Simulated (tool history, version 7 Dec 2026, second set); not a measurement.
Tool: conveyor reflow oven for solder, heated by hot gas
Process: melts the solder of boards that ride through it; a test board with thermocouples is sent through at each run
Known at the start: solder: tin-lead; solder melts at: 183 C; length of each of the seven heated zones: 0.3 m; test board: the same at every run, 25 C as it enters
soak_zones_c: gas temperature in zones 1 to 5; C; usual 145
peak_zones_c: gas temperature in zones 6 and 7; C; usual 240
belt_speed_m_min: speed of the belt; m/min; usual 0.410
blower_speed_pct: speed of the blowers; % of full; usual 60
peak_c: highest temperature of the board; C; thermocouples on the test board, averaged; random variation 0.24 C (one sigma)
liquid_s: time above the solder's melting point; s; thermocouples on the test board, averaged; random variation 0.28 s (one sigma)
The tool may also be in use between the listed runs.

{"run": 1, "hour": 0.0, "soak_zones_c": 145, "peak_zones_c": 240, "belt_speed_m_min": 0.41, "blower_speed_pct": 60, "peak_c": 211.7, "liquid_s": 61.2}
{"run": 2, "hour": 23.1, "soak_zones_c": 145, "peak_zones_c": 240, "belt_speed_m_min": 0.41, "blower_speed_pct": 77, "peak_c": 218.2, "liquid_s": 69.0}
{"run": 3, "hour": 59.0, "soak_zones_c": 145, "peak_zones_c": 240, "belt_speed_m_min": 0.41, "blower_speed_pct": 77, "peak_c": 217.6, "liquid_s": 68.6}
{"run": 4, "hour": 77.7, "soak_zones_c": 145, "peak_zones_c": 240, "belt_speed_m_min": 0.41, "blower_speed_pct": 77, "peak_c": 218.1, "liquid_s": 68.7}
{"run": 5, "hour": 112.5, "soak_zones_c": 145, "peak_zones_c": 240, "belt_speed_m_min": 0.41, "blower_speed_pct": 77, "peak_c": 217.2, "liquid_s": 68.7}
{"run": 6, "hour": 140.9, "soak_zones_c": 145, "peak_zones_c": 240, "belt_speed_m_min": 0.41, "blower_speed_pct": 77, "peak_c": 217.4, "liquid_s": 68.4}
{"run": 7, "hour": 158.6, "soak_zones_c": 145, "peak_zones_c": 238, "belt_speed_m_min": 0.41, "blower_speed_pct": 77, "peak_c": 215.4, "liquid_s": 66.3}
{"run": 8, "hour": 188.5, "soak_zones_c": 145, "peak_zones_c": 240, "belt_speed_m_min": 0.41, "blower_speed_pct": 60, "peak_c": 210.3, "liquid_s": 59.8}
{"run": 9, "hour": 215.7, "soak_zones_c": 142, "peak_zones_c": 240, "belt_speed_m_min": 0.41, "blower_speed_pct": 60, "peak_c": 210.0, "liquid_s": 57.9}
{"run": 10, "hour": 230.8, "soak_zones_c": 142, "peak_zones_c": 229, "belt_speed_m_min": 0.41, "blower_speed_pct": 60, "peak_c": 201.2, "liquid_s": 46.1}
{"run": 11, "hour": 254.8, "soak_zones_c": 142, "peak_zones_c": 229, "belt_speed_m_min": 0.41, "blower_speed_pct": 60, "peak_c": 200.8, "liquid_s": 45.4}
{"run": 12, "hour": 277.9, "soak_zones_c": 142, "peak_zones_c": 229, "belt_speed_m_min": 0.41, "blower_speed_pct": 60, "peak_c": 201.2, "liquid_s": 45.1}
{"run": 13, "hour": 302.9, "soak_zones_c": 142, "peak_zones_c": 229, "belt_speed_m_min": 0.41, "blower_speed_pct": 60, "peak_c": 200.9, "liquid_s": 44.6}
{"run": 14, "hour": 329.0, "soak_zones_c": 142, "peak_zones_c": 229, "belt_speed_m_min": 0.41, "blower_speed_pct": 60, "peak_c": 200.7, "liquid_s": 44.8}
{"hour": 352.0, "done": "flux residue cleaned out of gas plates and filters"}
{"run": 15, "hour": 356.1, "soak_zones_c": 142, "peak_zones_c": 229, "belt_speed_m_min": 0.41, "blower_speed_pct": 60, "peak_c": 199.9, "liquid_s": 43.8}
{"run": 16, "hour": 376.8, "soak_zones_c": 145, "peak_zones_c": 240, "belt_speed_m_min": 0.41, "blower_speed_pct": 60, "peak_c": 209.3, "liquid_s": 58.1}
{"run": 17, "hour": 395.8, "soak_zones_c": 142, "peak_zones_c": 240, "belt_speed_m_min": 0.449, "blower_speed_pct": 60, "peak_c": 204.3, "liquid_s": 44.3}
{"run": 18, "hour": 418.7, "soak_zones_c": 134, "peak_zones_c": 240, "belt_speed_m_min": 0.478, "blower_speed_pct": 73, "peak_c": 204.6, "liquid_s": 40.0}
{"hour": 454.6, "done": "flux residue cleaned out of gas plates and filters, once more"}
{"run": 19, "hour": 458.3, "soak_zones_c": 155, "peak_zones_c": 240, "belt_speed_m_min": 0.42, "blower_speed_pct": 57, "peak_c": 211.9, "liquid_s": 64.9}
{"run": 20, "hour": 484.4, "soak_zones_c": 143, "peak_zones_c": 246, "belt_speed_m_min": 0.485, "blower_speed_pct": 54, "peak_c": 204.2, "liquid_s": 41.1}
{"run": 21, "hour": 506.4, "soak_zones_c": 143, "peak_zones_c": 246, "belt_speed_m_min": 0.485, "blower_speed_pct": 54, "peak_c": 204.5, "liquid_s": 40.4}
{"run": 22, "hour": 530.4, "soak_zones_c": 145, "peak_zones_c": 241, "belt_speed_m_min": 0.41, "blower_speed_pct": 60, "peak_c": 212.1, "liquid_s": 62.3}
{"run": 23, "hour": 565.9, "soak_zones_c": 138, "peak_zones_c": 240, "belt_speed_m_min": 0.466, "blower_speed_pct": 60, "peak_c": 203.9, "liquid_s": 40.3}
{"run": 24, "hour": 590.3, "soak_zones_c": 131, "peak_zones_c": 234, "belt_speed_m_min": 0.443, "blower_speed_pct": 68, "peak_c": 202.3, "liquid_s": 40.9}
{"run": 25, "hour": 627.2, "soak_zones_c": 145, "peak_zones_c": 246, "belt_speed_m_min": 0.41, "blower_speed_pct": 60, "peak_c": 214.8, "liquid_s": 65.4}
{"run": 26, "hour": 657.0, "soak_zones_c": 145, "peak_zones_c": 237, "belt_speed_m_min": 0.41, "blower_speed_pct": 56, "peak_c": 205.8, "liquid_s": 53.7}
{"run": 27, "hour": 685.9, "soak_zones_c": 145, "peak_zones_c": 237, "belt_speed_m_min": 0.41, "blower_speed_pct": 56, "peak_c": 205.4, "liquid_s": 53.7}
{"run": 28, "hour": 704.2, "soak_zones_c": 145, "peak_zones_c": 240, "belt_speed_m_min": 0.345, "blower_speed_pct": 80, "peak_c": 222.3, "liquid_s": 87.0}
{"hour": 719.1, "done": "thermocouples of zones 6 and 7 changed"}
{"run": 29, "hour": 727.3, "soak_zones_c": 145, "peak_zones_c": 240, "belt_speed_m_min": 0.345, "blower_speed_pct": 80, "peak_c": 225.4, "liquid_s": 91.4}
{"run": 30, "hour": 747.3, "soak_zones_c": 145, "peak_zones_c": 240, "belt_speed_m_min": 0.345, "blower_speed_pct": 80, "peak_c": 225.5, "liquid_s": 91.2}
{"run": 31, "hour": 777.0, "soak_zones_c": 145, "peak_zones_c": 241, "belt_speed_m_min": 0.41, "blower_speed_pct": 67, "peak_c": 216.6, "liquid_s": 67.9}

Forecast each of these 4 alternatives for the next run:
{"run": "A", "hour": 802.8, "soak_zones_c": 160, "peak_zones_c": 250, "belt_speed_m_min": 0.41, "blower_speed_pct": 67, "peak_c": "?", "liquid_s": "?"}
{"run": "B", "hour": 802.8, "soak_zones_c": 132, "peak_zones_c": 246, "belt_speed_m_min": 0.441, "blower_speed_pct": 60, "peak_c": "?", "liquid_s": "?"}
{"run": "C", "hour": 802.8, "soak_zones_c": 145, "peak_zones_c": 240, "belt_speed_m_min": 0.41, "blower_speed_pct": 52, "peak_c": "?", "liquid_s": "?"}
{"run": "D", "hour": 802.8, "soak_zones_c": 145, "peak_zones_c": 240, "belt_speed_m_min": 0.416, "blower_speed_pct": 55, "peak_c": "?", "liquid_s": "?"}

run=A peak_c=227.1 liquid_s=84.6
run=B peak_c=210.1 liquid_s=50.3
run=C peak_c=209.0 liquid_s=57.5
run=D peak_c=209.9 liquid_s=57.7
Without the tool's hidden state the same runs would have given:
run=A peak_c=228.8 liquid_s=84.3
run=B peak_c=212.0 liquid_s=51.7
run=C peak_c=210.4 liquid_s=58.5
run=D peak_c=211.4 liquid_s=58.7

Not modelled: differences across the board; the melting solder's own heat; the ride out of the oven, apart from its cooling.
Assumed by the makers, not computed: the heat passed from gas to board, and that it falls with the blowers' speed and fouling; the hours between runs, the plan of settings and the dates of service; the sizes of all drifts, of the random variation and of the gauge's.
